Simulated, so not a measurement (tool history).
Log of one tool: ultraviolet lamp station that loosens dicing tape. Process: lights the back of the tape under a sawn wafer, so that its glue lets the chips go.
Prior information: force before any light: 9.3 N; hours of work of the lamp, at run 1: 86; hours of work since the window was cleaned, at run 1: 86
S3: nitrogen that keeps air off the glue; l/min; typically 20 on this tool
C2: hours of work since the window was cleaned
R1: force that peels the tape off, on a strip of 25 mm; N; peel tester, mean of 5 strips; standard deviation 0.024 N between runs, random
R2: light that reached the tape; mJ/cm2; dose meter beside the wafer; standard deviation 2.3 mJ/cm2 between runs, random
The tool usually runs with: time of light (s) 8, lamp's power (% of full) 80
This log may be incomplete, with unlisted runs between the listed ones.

{"run": 1, "hour": 0.0, "time of light (s)": 8, "lamp's power (% of full)": 80, "S3": 20, "hours of work of the lamp": 86, "C2": 86, "R1": 1.174, "R2": 224}
{"run": 2, "hour": 25.1, "time of light (s)": 8, "lamp's power (% of full)": 80, "S3": 38, "hours of work of the lamp": 103, "C2": 103, "R1": 0.774, "R2": 222}
{"run": 3, "hour": 49.7, "time of light (s)": 8, "lamp's power (% of full)": 80, "S3": 8, "hours of work of the lamp": 119, "C2": 119, "R1": 1.95, "R2": 221}
{"run": 4, "hour": 80.5, "time of light (s)": 8, "lamp's power (% of full)": 71, "S3": 8, "hours of work of the lamp": 140, "C2": 140, "R1": 2.388, "R2": 197}
{"run": 5, "hour": 123.0, "time of light (s)": 8, "lamp's power (% of full)": 71, "S3": 8, "hours of work of the lamp": 169, "C2": 169, "R1": 2.397, "R2": 196}
{"run": 6, "hour": 154.6, "time of light (s)": 8, "lamp's power (% of full)": 80, "S3": 20, "hours of work of the lamp": 191, "C2": 191, "R1": 1.174, "R2": 219}
{"hour": 177.1, "done": "window cleaned of glue's vapour"}
{"run": 7, "hour": 182.4, "time of light (s)": 5, "lamp's power (% of full)": 80, "S3": 20, "hours of work of the lamp": 209, "C2": 4, "R1": 2.358, "R2": 136}
{"run": 8, "hour": 222.1, "time of light (s)": 8, "lamp's power (% of full)": 80, "S3": 23, "hours of work of the lamp": 236, "C2": 31, "R1": 1.085, "R2": 226}
{"run": 9, "hour": 253.8, "time of light (s)": 8, "lamp's power (% of full)": 80, "S3": 23, "hours of work of the lamp": 258, "C2": 52, "R1": 1.026, "R2": 225}
{"run": 10, "hour": 273.1, "time of light (s)": 8, "lamp's power (% of full)": 80, "S3": 23, "hours of work of the lamp": 271, "C2": 65, "R1": 1.119, "R2": 221}
{"run": 11, "hour": 318.4, "time of light (s)": 8, "lamp's power (% of full)": 80, "S3": 20, "hours of work of the lamp": 302, "C2": 96, "R1": 1.163, "R2": 224}
{"run": 12, "hour": 360.8, "time of light (s)": 8, "lamp's power (% of full)": 80, "S3": 20, "hours of work of the lamp": 331, "C2": 125, "R1": 1.104, "R2": 222}
{"run": 13, "hour": 402.9, "time of light (s)": 8, "lamp's power (% of full)": 64, "S3": 24, "hours of work of the lamp": 359, "C2": 154, "R1": 1.544, "R2": 178}
{"run": 14, "hour": 437.8, "time of light (s)": 13, "lamp's power (% of full)": 64, "S3": 28, "hours of work of the lamp": 383, "C2": 177, "R1": 0.565, "R2": 288}
{"run": 15, "hour": 457.2, "time of light (s)": 15, "lamp's power (% of full)": 95, "S3": 13, "hours of work of the lamp": 396, "C2": 190, "R1": 0.339, "R2": 494}
{"hour": 480.0, "done": "window cleaned of glue's vapour"}
{"run": 16, "hour": 486.4, "time of light (s)": 15, "lamp's power (% of full)": 95, "S3": 13, "hours of work of the lamp": 416, "C2": 4, "R1": 0.347, "R2": 498}
{"run": 17, "hour": 527.0, "time of light (s)": 4, "lamp's power (% of full)": 95, "S3": 13, "hours of work of the lamp": 443, "C2": 32, "R1": 3.212, "R2": 132}
{"run": 18, "hour": 563.4, "time of light (s)": 8, "lamp's power (% of full)": 99, "S3": 13, "hours of work of the lamp": 468, "C2": 57, "R1": 1.049, "R2": 271}
{"run": 19, "hour": 585.1, "time of light (s)": 15, "lamp's power (% of full)": 70, "S3": 13, "hours of work of the lamp": 483, "C2": 71, "R1": 0.604, "R2": 364}
{"run": 20, "hour": 627.9, "time of light (s)": 8, "lamp's power (% of full)": 79, "S3": 12, "hours of work of the lamp": 512, "C2": 101, "R1": 1.684, "R2": 220}
{"run": 21, "hour": 668.7, "time of light (s)": 8, "lamp's power (% of full)": 79, "S3": 12, "hours of work of the lamp": 539, "C2": 128, "R1": 1.657, "R2": 218}
{"run": 22, "hour": 693.3, "time of light (s)": 8, "lamp's power (% of full)": 93, "S3": 11, "hours of work of the lamp": 556, "C2": 145, "R1": 1.345, "R2": 255}
{"run": 23, "hour": 737.9, "time of light (s)": 13, "lamp's power (% of full)": 90, "S3": 15, "hours of work of the lamp": 587, "C2": 175, "R1": 0.45, "R2": 404}

5 ways to go on from here, each from the tool as it stands after run 23. What would each give?
{"run": "A", "hour": 764.7, "time of light (s)": 4, "lamp's power (% of full)": 90, "S3": 15, "hours of work of the lamp": 605, "C2": 194, "R1": "?", "R2": "?"}
{"run": "B", "hour": 764.7, "time of light (s)": 11, "lamp's power (% of full)": 61, "S3": 21, "hours of work of the lamp": 605, "C2": 194, "R1": "?", "R2": "?"}
{"run": "C", "hour": 764.7, "time of light (s)": 10, "lamp's power (% of full)": 67, "S3": 22, "hours of work of the lamp": 605, "C2": 194, "R1": "?", "R2": "?"}
{"run": "D", "hour": 764.7, "time of light (s)": 5, "lamp's power (% of full)": 68, "S3": 12, "hours of work of the lamp": 605, "C2": 194, "R1": "?", "R2": "?"}
{"run": "E", "hour": 764.7, "time of light (s)": 8, "lamp's power (% of full)": 80, "S3": 16, "hours of work of the lamp": 605, "C2": 194, "R1": "?", "R2": "?"}

run=A R1=3.145 R2=123
run=B R1=1.083 R2=231
run=C R1=0.971 R2=230
run=D R1=3.698 R2=119
run=E R1=1.294 R2=223
With no hidden state in the tool, these same runs would have given:
run=A R1=3.135 R2=123
run=B R1=1.077 R2=231
run=C R1=0.965 R2=230
run=D R1=3.687 R2=119
run=E R1=1.288 R2=224
